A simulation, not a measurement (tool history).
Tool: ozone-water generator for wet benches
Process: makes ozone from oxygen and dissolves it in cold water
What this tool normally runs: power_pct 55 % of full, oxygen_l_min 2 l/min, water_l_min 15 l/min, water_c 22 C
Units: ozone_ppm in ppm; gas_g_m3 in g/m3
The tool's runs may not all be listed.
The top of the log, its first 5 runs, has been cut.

{"run": 6, "day": 8.921, "power_pct": 45, "oxygen_l_min": 2, "water_l_min": 15, "water_c": 22, "ozone_ppm": 10.5, "gas_g_m3": 172.3}
{"run": 7, "day": 10.892, "power_pct": 45, "oxygen_l_min": 2, "water_l_min": 15, "water_c": 22, "ozone_ppm": 10.4, "gas_g_m3": 170}
{"run": 8, "day": 12.033, "power_pct": 45, "oxygen_l_min": 2, "water_l_min": 15, "water_c": 22, "ozone_ppm": 10.7, "gas_g_m3": 171.8}
{"run": 9, "day": 14.221, "power_pct": 45, "oxygen_l_min": 2, "water_l_min": 15, "water_c": 22, "ozone_ppm": 10.7, "gas_g_m3": 171.3}
{"run": 10, "day": 16.738, "power_pct": 55, "oxygen_l_min": 2, "water_l_min": 15, "water_c": 22, "ozone_ppm": 12, "gas_g_m3": 195.6}
{"run": 11, "day": 18.533, "power_pct": 55, "oxygen_l_min": 2, "water_l_min": 15, "water_c": 22, "ozone_ppm": 11.9, "gas_g_m3": 193.7}
{"run": 12, "day": 20.846, "power_pct": 55, "oxygen_l_min": 2, "water_l_min": 15, "water_c": 22, "ozone_ppm": 12, "gas_g_m3": 193.3}
{"run": 13, "day": 22.704, "power_pct": 55, "oxygen_l_min": 2, "water_l_min": 15, "water_c": 22, "ozone_ppm": 11.8, "gas_g_m3": 193.3}
{"run": 14, "day": 24.108, "power_pct": 55, "oxygen_l_min": 2, "water_l_min": 15, "water_c": 22, "ozone_ppm": 12, "gas_g_m3": 193.8}
{"run": 15, "day": 26.329, "power_pct": 55, "oxygen_l_min": 2, "water_l_min": 15, "water_c": 22, "ozone_ppm": 11.9, "gas_g_m3": 194.4}
{"run": 16, "day": 27.867, "power_pct": 55, "oxygen_l_min": 2, "water_l_min": 15, "water_c": 22, "ozone_ppm": 11.8, "gas_g_m3": 192.6}
{"run": 17, "day": 30.417, "power_pct": 55, "oxygen_l_min": 2, "water_l_min": 15, "water_c": 22, "ozone_ppm": 12, "gas_g_m3": 194.2}
{"run": 18, "day": 32.338, "power_pct": 40, "oxygen_l_min": 2, "water_l_min": 9, "water_c": 25, "ozone_ppm": 14.4, "gas_g_m3": 157}
{"run": 19, "day": 34.292, "power_pct": 40, "oxygen_l_min": 2, "water_l_min": 9, "water_c": 25, "ozone_ppm": 14.1, "gas_g_m3": 157.8}

The next listed run, before its measurement:
{"run": 20, "day": 35.346, "power_pct": 40, "oxygen_l_min": 2, "water_l_min": 10, "water_c": 25, "ozone_ppm": "?", "gas_g_m3": "?"}

{"run 20": {"ozone_ppm": 13.2, "gas_g_m3": 158.6}}
Without the tool's hidden state the same run would have given ozone_ppm 13.2 ppm, gas_g_m3 161.5 g/m3.
